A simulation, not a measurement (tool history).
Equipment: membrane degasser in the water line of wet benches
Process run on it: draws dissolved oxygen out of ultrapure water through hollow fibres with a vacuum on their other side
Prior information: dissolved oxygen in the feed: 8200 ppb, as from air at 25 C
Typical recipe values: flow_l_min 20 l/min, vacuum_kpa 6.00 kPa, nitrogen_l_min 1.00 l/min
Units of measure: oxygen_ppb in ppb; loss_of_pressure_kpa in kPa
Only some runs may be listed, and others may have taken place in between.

run	day	flow_l_min	vacuum_kpa	nitrogen_l_min	oxygen_ppb	loss_of_pressure_kpa
1	0.000	20	6.00	1.00	134.2	69.47
2	4.004	20	6.00	1.00	133.8	69.36
3	8.246	20	6.00	1.00	132.0	69.36
4	12.979	20	6.00	0.61	201.7	69.46
5	18.421	13	6.00	1.00	89.9	45.43
6	22.450	20	6.00	1.00	134.0	69.32
7	25.958	20	6.00	1.00	133.9	69.15
8	28.675	20	6.00	1.00	133.8	69.41
9	33.142	20	6.00	1.00	133.9	69.84
10	38.579	20	6.00	1.00	134.9	69.32
11	43.162	32	6.00	1.00	215.9	111.36
12	47.050	30	6.00	1.00	203.9	104.38
13	51.658	25	6.00	1.00	168.9	87.81
14	56.338	25	6.00	1.00	168.5	87.48
15	59.800	25	6.00	1.00	169.1	87.18
16	65.646	25	6.00	1.00	169.3	88.21
17	71.696	25	6.56	1.95	113.4	87.74
18	75.004	24	12.19	1.62	313.0	84.30
19	79.592	23	6.68	2.54	85.6	80.37
20	82.925	23	4.55	2.33	42.4	80.37
21	86.383	15	4.01	2.92	14.1	52.49
22	90.621	15	4.01	2.92	14.5	52.86
# day 93.312: vacuum gauge calibrated
23	96.504	25	6.91	0.58	314.4	87.85
24	101.292	20	6.00	2.84	51.3	70.25
25	106.004	20	9.91	0.74	381.0	70.44
26	108.650	17	6.00	1.00	111.3	59.65
27	111.408	17	3.64	1.00	20.6	59.71
28	117.250	13	6.00	1.90	47.9	45.32
29	120.642	20	7.01	1.35	132.4	69.95
30	125.883	17	13.51	1.02	385.9	59.68
31	129.750	28	6.51	2.86	91.7	98.76
32	132.417	20	6.35	1.00	144.9	70.19

Alternative continuations, all from the tool just after run 32; predict every row:
A	135.725	23	6.17	1.79	?	?
B	135.725	17	6.35	0.43	?	?
C	135.725	14	6.35	1.00	?	?
D	135.725	23	6.00	2.10	?	?

run	oxygen_ppb	loss_of_pressure_kpa
A	96.5	81.02
B	251.8	60.00
C	105.5	49.30
D	80.6	81.47
What these runs would have given with no unlogged condition in the tool:
run	oxygen_ppb	loss_of_pressure_kpa
A	93.1	79.27
B	246.4	58.72
C	102.1	48.24
D	77.4	79.72

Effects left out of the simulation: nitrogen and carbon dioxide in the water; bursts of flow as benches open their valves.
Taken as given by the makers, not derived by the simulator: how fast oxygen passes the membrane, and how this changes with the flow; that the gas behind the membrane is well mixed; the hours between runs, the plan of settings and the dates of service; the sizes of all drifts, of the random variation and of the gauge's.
